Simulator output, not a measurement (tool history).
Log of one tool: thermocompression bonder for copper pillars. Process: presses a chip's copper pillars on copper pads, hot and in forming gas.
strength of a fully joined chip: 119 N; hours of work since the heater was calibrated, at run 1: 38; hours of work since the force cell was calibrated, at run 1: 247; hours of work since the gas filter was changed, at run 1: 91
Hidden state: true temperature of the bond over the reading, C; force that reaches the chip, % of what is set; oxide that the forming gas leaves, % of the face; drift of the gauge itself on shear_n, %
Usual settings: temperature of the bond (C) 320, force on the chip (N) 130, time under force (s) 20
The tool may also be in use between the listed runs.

run   hour  temperature of the bond (C)  force on the chip (N)  time under force (s)  hours of work since the heater was calibrated  hours of work since the force cell was calibrated  hours of work since the gas filter was changed  force that shears a chip off (N)
  1    0.0                          320                    130                    20                                             38                                                247                                              91                              72.3
  2    8.6                          320                    130                    20                                             43                                                253                                              97                              72.3
  3   15.2                          320                    130                    20                                             47                                                257                                             101                              72.7
  4   27.3                          320                    130                    20                                             54                                                264                                             108                              72.3
  5   37.0                          320                    130                    36                                             60                                                270                                             114                              84.9
      45.6  -- forming gas filter changed
  6   47.0                          324                    130                    20                                             66                                                276                                               1                              75.0
  7   53.9                          324                    130                    20                                             70                                                280                                               5                              75.2
  8   61.3                          324                    130                    20                                             75                                                285                                              10                              75.4
  9   73.2                          324                    130                    44                                             82                                                292                                              17                              92.3
 10   83.3                          324                    130                    44                                             88                                                298                                              23                              91.2
 11   94.1                          320                    130                    20                                             95                                                305                                              30                              71.9
 12  102.5                          320                    104                    20                                            100                                                310                                              35                              65.6
 13  111.7                          320                    104                    20                                            106                                                316                                              41                              65.8
 14  123.0                          320                    104                    20                                            113                                                323                                              48                              65.9
 15  135.5                          317                    104                    20                                            121                                                330                                              55                              63.0
 16  141.7                          317                    104                    20                                            124                                                334                                              59                              63.0
 17  147.2                          312                    104                    20                                            128                                                337                                              62                              59.5
 18  153.4                          320                    130                    20                                            132                                                341                                              66                              71.3
     156.3  -- gauge calibrated
 19  160.0                          320                    130                    20                                            136                                                345                                              70                              72.9
 20  165.6                          320                    130                    20                                            139                                                349                                              74                              72.8
 21  172.2                          313                    115                    46                                            143                                                353                                              78                              81.8
 22  181.0                          320                     84                    14                                            148                                                358                                              83                              53.1
 23  190.0                          320                     84                    14                                            154                                                364                                              89                              53.3
 24  197.5                          320                    130                    46                                            159                                                368                                              93                              89.7
 25  207.6                          320                    152                    20                                            165                                                374                                              99                              76.0
 26  217.2                          346                    154                    20                                            171                                                380                                             105                              94.5
 27  224.1                          307                    111                    21                                            175                                                385                                             110                              59.0
 28  236.5                          347                     86                    28                                            183                                                392                                             117                              86.0
     240.7  -- forming gas filter changed
 29  243.5                          331                    179                    12                                            187                                                396                                               2                              78.3
 30  255.4                          331                    179                    12                                            194                                                404                                               9                              78.6
 31  264.0                          347                    195                    42                                            199                                                409                                              14                             109.8
 32  276.4                          297                    130                    20                                            207                                                416                                              22                              54.9
 33  282.8                          297                    130                    20                                            211                                                420                                              26                              54.8
 34  293.6                          319                    166                    16                                            217                                                427                                              33                              72.7
 35  302.6                          346                    130                    14                                            223                                                433                                              38                              82.0
 36  309.4                          346                    130                    14                                            227                                                437                                              42                              81.9
 37  320.7                          346                    130                    14                                            234                                                444                                              49                              81.4
 38  330.8                          346                    130                    14                                            240                                                450                                              55                              81.8
 39  338.8                          307                    163                    12                                            245                                                455                                              60                              57.1

3 ways to go on from here, each from the tool as it stands after run 39. What would each give?
  A  344.8                          320                     87                    20                                            249                                                458                                              64                                 ?
  B  344.8                          320                    162                    51                                            249                                                458                                              64                                 ?
  C  344.8                          320                    114                    15                                            249                                                458                                              64                                 ?

run  force that shears a chip off (N)
  A                              60.3
  B                              95.7
  C                              61.5
Without the tool's hidden state the same runs would have given:
run  force that shears a chip off (N)
  A                              61.8
  B                              98.0
  C                              63.0

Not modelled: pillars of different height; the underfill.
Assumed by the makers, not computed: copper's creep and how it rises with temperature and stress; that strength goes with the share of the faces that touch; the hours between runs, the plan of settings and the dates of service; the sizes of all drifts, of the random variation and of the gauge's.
